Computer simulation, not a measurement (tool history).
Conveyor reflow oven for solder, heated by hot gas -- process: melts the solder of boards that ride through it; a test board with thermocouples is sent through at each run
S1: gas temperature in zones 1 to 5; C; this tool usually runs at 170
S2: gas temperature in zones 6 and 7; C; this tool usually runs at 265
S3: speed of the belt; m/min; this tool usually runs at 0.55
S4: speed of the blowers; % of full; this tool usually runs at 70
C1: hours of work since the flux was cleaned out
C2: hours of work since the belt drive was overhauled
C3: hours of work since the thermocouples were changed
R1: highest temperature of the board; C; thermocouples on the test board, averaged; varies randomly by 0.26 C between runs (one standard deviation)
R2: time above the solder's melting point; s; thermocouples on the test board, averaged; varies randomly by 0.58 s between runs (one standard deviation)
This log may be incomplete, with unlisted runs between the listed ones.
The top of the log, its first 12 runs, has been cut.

run   hour   S1   S2     S3  S4   C1   C2   C3     R1    R2
 13  169.5  179  265   0.55  70  110  440  366  254.5  70.8
 14  181.3  179  265   0.55  59  117  447  372  252.4  68.8
 15  201.4  170  265   0.55  70  128  458  384  252.6  65.4
 16  214.6  170  265   0.55  70  136  465  391  252.8  66.2
 17  235.3  170  265   0.55  70  147  477  403  253.1  65.5
 18  248.2  170  268   0.55  69  154  484  410  255.6  67.3
 19  258.1  181  259  0.602  90  160  490  415  249.2  61.6
 20  274.3  177  261  0.651  58  169  499  424  243.2  48.2
 21  287.3  177  261  0.651  58  176  506  432  243.4  48.2
 22  301.9  177  261  0.651  58  185  514  440  243.3  48.4
 23  321.2  170  265  0.608  70  195  525  451    250  55.8
     337.6  -- flux residue cleaned out of gas plates and filters
 24  337.6  163  265   0.55  77    0  531  457  252.7  63.6
 25  359.5  163  265   0.55  77   12  544  469  253.2  64.1
 26  379.2  163  265  0.543  51   23  555  480  248.7  58.5
 27  396.2  166  272  0.646  88   33  564  490  256.5  57.2
 28    418  170  265   0.55  54   45  577  502  250.3  61.3
 29    432  170  265   0.55  54   53  584  510  249.6  62.6
 30  450.1  172  257  0.476  54   63  595  520  246.4  73.2
 31  466.7  172  257  0.476  54   72  604  529  247.2    72

Below are 3 alternative next runs, each starting from the tool's condition after run 31. Predict each:
  A  475.7  176  257  0.476  54  77  609  535   ?   ?
  B  475.7  170  265   0.55  78  77  609  535   ?   ?
  C  475.7  172  255   0.53  82  77  609  535   ?   ?

run     R1    R2
  A  247.6    75
  B  253.9  66.6
  C  246.5  64.9
Without the tool's hidden state the same runs would have given:
run     R1    R2
  A  247.6  74.9
  B  253.9  66.5
  C  246.5  64.8
